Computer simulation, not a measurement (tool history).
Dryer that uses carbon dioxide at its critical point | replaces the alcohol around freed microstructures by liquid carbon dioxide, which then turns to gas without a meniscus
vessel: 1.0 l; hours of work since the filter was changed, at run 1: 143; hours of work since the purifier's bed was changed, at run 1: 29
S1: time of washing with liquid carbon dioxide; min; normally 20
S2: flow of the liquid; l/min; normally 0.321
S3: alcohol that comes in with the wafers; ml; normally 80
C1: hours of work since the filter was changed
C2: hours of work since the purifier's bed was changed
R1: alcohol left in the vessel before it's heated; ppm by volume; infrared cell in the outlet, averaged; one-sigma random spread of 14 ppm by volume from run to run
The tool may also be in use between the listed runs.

run,hour,S1,S2,S3,C1,C2,R1
1,0.0,20,0.321,80,143,29,1168
2,10.2,20,0.394,80,147,33,474
3,23.7,20,0.321,28,152,38,432
4,31.0,20,0.321,28,155,40,429
5,40.5,20,0.321,80,158,44,1232
6,49.7,20,0.321,80,162,48,1201
7,56.3,20,0.321,80,164,50,1223
8,62.5,20,0.321,80,167,52,1244
9,75.7,20,0.321,80,172,57,1257
10,88.9,20,0.321,80,177,62,1259
11,97.5,12,0.321,80,180,66,6686
12,110.0,12,0.321,80,185,70,6795
13,121.6,12,0.321,80,189,75,6595
14,129.2,12,0.321,80,192,78,6668
15,135.2,12,0.321,80,194,80,6713
16,148.5,18,0.321,80,199,85,1990
17,155.4,20,0.321,80,202,88,1337
18,161.9,20,0.321,80,204,90,1291
19,169.6,20,0.321,80,207,93,1340
20,176.1,20,0.321,80,210,96,1310
21,187.3,20,0.321,80,214,100,1353
22,199.5,20,0.321,80,219,104,1395
23,211.0,20,0.321,80,223,109,1413
24,218.3,16,0.413,80,226,112,1231
25,227.6,25,0.443,25,229,115,66
26,235.7,18,0.291,35,232,118,1298
27,248.3,18,0.291,35,237,123,1283
28,255.6,26,0.332,69,240,126,341
29,261.5,26,0.332,69,242,128,340
30,267.2,17,0.201,69,244,130,8215
31,277.0,18,0.402,80,248,134,873
32,289.6,18,0.402,80,253,139,900
33,301.9,18,0.402,80,258,143,897
34,310.2,18,0.402,80,261,146,906
35,317.6,18,0.402,80,264,149,910
36,324.5,14,0.321,80,266,152,4870
37,331.4,14,0.418,40,269,154,1103
38,338.4,14,0.418,40,271,157,1089
39,348.4,14,0.418,40,275,161,1090
40,355.3,14,0.418,40,278,164,1098
41,364.2,14,0.264,40,281,167,4077
42,371.6,14,0.264,40,284,170,4035
43,378.1,14,0.264,40,287,172,4099
44,386.4,14,0.223,44,290,175,6408
45,394.5,14,0.223,44,293,178,6382
46,404.0,18,0.453,38,296,182,302

Some steps in R1, run to run, broken into two amounts with sign: the step expected even without the hidden condition (settings, incoming material, random variation), and the rest, left for the hidden condition together with whatever gauge scatter is not in both the measured and the hidden-condition-free result:
Hidden conditions of the tool in this case: flow that reaches the vessel past the clogged filter, %; alcohol in the recycled carbon dioxide, ppm; drift of the gauge itself on alcohol_ppm, %.
Run 29 -> 30: S1 26 -> 17, S2 0.332 -> 0.201. R1 +7875 ppm by volume: hidden state +1606, all else +6269.
Run 30 -> 31: S1 17 -> 18, S2 0.201 -> 0.402, S3 69 -> 80. R1 -7342 ppm by volume: hidden state -1401, all else -5941.
Run 45 -> 46: S1 14 -> 18, S2 0.223 -> 0.453, S3 44 -> 38. R1 -6080 ppm by volume: hidden state -1324, all else -4756.

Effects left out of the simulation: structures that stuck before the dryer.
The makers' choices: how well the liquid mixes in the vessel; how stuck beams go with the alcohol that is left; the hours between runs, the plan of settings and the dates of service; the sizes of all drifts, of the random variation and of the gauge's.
